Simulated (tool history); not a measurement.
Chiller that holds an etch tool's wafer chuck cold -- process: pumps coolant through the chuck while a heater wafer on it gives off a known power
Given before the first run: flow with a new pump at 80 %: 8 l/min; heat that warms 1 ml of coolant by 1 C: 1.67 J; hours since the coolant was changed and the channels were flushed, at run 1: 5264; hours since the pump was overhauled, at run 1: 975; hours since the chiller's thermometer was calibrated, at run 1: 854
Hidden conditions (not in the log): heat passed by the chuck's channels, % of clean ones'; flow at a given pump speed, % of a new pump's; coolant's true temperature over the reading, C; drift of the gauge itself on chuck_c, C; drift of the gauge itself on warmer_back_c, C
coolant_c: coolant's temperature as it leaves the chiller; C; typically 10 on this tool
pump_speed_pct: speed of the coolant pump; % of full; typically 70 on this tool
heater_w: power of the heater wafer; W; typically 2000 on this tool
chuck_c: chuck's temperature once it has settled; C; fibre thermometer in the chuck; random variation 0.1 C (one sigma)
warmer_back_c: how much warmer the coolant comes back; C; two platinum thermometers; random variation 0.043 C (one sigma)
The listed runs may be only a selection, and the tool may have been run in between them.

run	hour	coolant_c	pump_speed_pct	heater_w	hours since the coolant was changed and the channels were flushed	hours since the pump was overhauled	hours since the chiller's thermometer was calibrated	chuck_c	warmer_back_c
1	0.0	10	70	2000	5264	975	854	31.3	10.25
2	39.4	10	67	2000	5303	1014	893	31.8	10.69
3	66.8	10	67	2000	5331	1041	921	31.8	10.69
4	91.2	10	70	1401	5355	1066	945	25.0	7.25
5	117.9	10	70	1401	5382	1093	972	24.8	7.15
6	168.7	10	70	1401	5433	1143	1022	24.9	7.23
7	218.4	10	70	2000	5482	1193	1072	31.2	10.28
8	259.9	14	70	2000	5524	1235	1114	35.5	10.27
9	296.1	14	70	2000	5560	1271	1150	35.5	10.28
10	345.6	10	70	2176	5610	1320	1199	33.4	11.25
11	399.4	4	70	2176	5663	1374	1253	27.1	11.16
12	453.2	4	70	2176	5717	1428	1307	27.1	11.26
13	490.6	5	82	2487	5755	1465	1344	28.7	11.03
14	544.4	5	82	2487	5808	1519	1398	29.1	11.00
15	582.8	7	70	1209	5847	1557	1437	20.0	6.31
16	617.0	15	92	1061	5881	1592	1471	24.5	4.36
17	645.3	15	92	1061	5909	1620	1499	24.5	4.32
18	693.3	15	92	1061	5957	1668	1547	24.5	4.33
19	722.3	2	70	1761	5986	1697	1576	20.9	9.14
20	781.0	2	70	1761	6045	1756	1635	20.6	9.23
21	831.3	12	70	1389	6095	1806	1685	26.8	7.34

Each row is a separate what-if for the run after 21, all from the same tool condition, not one after another. Results?
A	888.8	6	63	2000	6153	1863	1743	?	?
B	888.8	7	67	1506	6153	1863	1743	?	?
C	888.8	12	70	1224	6153	1863	1743	?	?

run	chuck_c	warmer_back_c
A	29.1	11.55
B	23.6	8.31
C	25.0	6.49
With no hidden state in the tool, these same runs would have given:
run	chuck_c	warmer_back_c
A	29.1	11.32
B	23.6	8.08
C	25.0	6.27
